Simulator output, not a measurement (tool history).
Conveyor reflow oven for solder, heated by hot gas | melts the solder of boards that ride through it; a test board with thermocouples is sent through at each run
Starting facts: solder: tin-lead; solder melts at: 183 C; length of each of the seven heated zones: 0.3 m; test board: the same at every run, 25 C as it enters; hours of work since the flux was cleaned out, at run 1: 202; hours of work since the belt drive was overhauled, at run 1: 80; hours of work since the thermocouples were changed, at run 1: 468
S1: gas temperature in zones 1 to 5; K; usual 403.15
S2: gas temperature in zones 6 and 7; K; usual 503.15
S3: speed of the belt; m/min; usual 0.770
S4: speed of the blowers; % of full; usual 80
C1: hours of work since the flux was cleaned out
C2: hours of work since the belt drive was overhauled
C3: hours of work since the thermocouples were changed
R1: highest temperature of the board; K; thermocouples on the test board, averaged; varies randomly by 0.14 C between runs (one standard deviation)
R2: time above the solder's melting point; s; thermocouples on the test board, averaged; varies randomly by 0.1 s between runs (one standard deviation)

run	day	S1	S2	S3	S4	C1	C2	C3	R1	R2
1	0.000	403.15	503.15	0.770	80	202	80	468	482.95	28.5
2	0.579	406.15	503.15	0.770	80	209	87	475	483.35	29.7
3	1.383	406.15	503.15	0.770	80	218	97	484	483.35	29.5
# day 2.208: flux residue cleaned out of gas plates and filters
4	2.362	403.15	503.15	0.770	80	2	106	494	484.35	29.7
5	3.050	403.15	503.15	0.770	80	10	114	502	484.25	29.7
6	3.688	403.15	503.15	0.770	80	18	122	509	484.15	29.6
7	4.421	403.15	503.15	0.741	80	26	130	518	485.45	31.7
8	5.367	403.15	503.15	0.770	80	37	142	529	484.25	29.8
9	6.188	403.15	503.15	0.770	80	47	151	539	484.35	29.8
10	6.912	403.15	503.15	0.770	80	56	160	547	484.25	29.8
11	7.404	403.15	503.15	0.770	80	62	166	553	484.05	29.8
12	8.296	403.15	503.15	0.770	80	72	176	564	484.35	29.7
13	9.412	411.15	503.15	0.770	80	85	190	577	485.55	32.3
14	10.192	403.15	503.15	0.770	80	95	199	586	483.95	29.5
15	11.258	403.15	503.15	0.770	80	107	211	599	483.95	29.6
16	12.288	403.15	503.15	0.770	80	120	224	611	484.25	29.5
17	12.958	403.15	516.15	0.770	80	127	232	619	494.75	35.1
18	14.033	403.15	516.15	0.770	80	140	244	632	494.75	35.0
19	14.917	414.15	503.15	0.770	69	151	255	642	483.25	31.0
20	15.679	414.15	503.15	0.770	73	160	264	651	484.65	32.0
21	16.492	395.15	493.15	0.627	51	169	273	661	472.45	24.4
22	17.454	403.15	503.15	0.770	70	181	285	672	481.25	27.4
23	18.358	405.15	512.15	0.805	69	191	296	683	486.45	29.4
24	19.129	409.15	510.15	0.715	80	201	305	692	493.45	38.3
25	19.842	409.15	510.15	0.715	80	209	313	701	493.35	38.6
26	20.771	403.15	495.15	0.741	80	220	324	712	478.65	27.3
# day 21.471: flux residue cleaned out of gas plates and filters
27	21.742	403.15	503.15	0.661	52	3	333	721	481.65	32.4
28	22.583	403.15	503.15	0.661	70	13	343	731	487.55	37.4
29	23.175	390.15	493.15	0.647	63	20	350	738	475.65	26.2
30	23.654	390.15	507.15	0.696	63	26	356	743	484.45	30.4

Each row is a separate what-if for the run after 30, all from the same tool condition, not one after another. Results?
A	24.375	390.15	511.15	0.696	63	34	364	752	?	?
B	24.375	394.15	503.15	0.816	89	34	364	752	?	?
C	24.375	390.15	517.15	0.696	63	34	364	752	?	?
D	24.375	390.15	501.15	0.696	63	34	364	752	?	?
E	24.375	403.15	507.15	0.643	80	34	364	752	?	?

run	R1	R2
A	487.55	32.2
B	483.35	26.1
C	492.35	34.9
D	479.45	26.8
E	494.15	42.6
Stripped of hidden state, with their random variation kept, the same runs would have yielded:
run	R1	R2
A	485.45	30.8
B	481.35	24.9
C	490.25	33.6
D	477.35	25.1
E	491.95	41.3
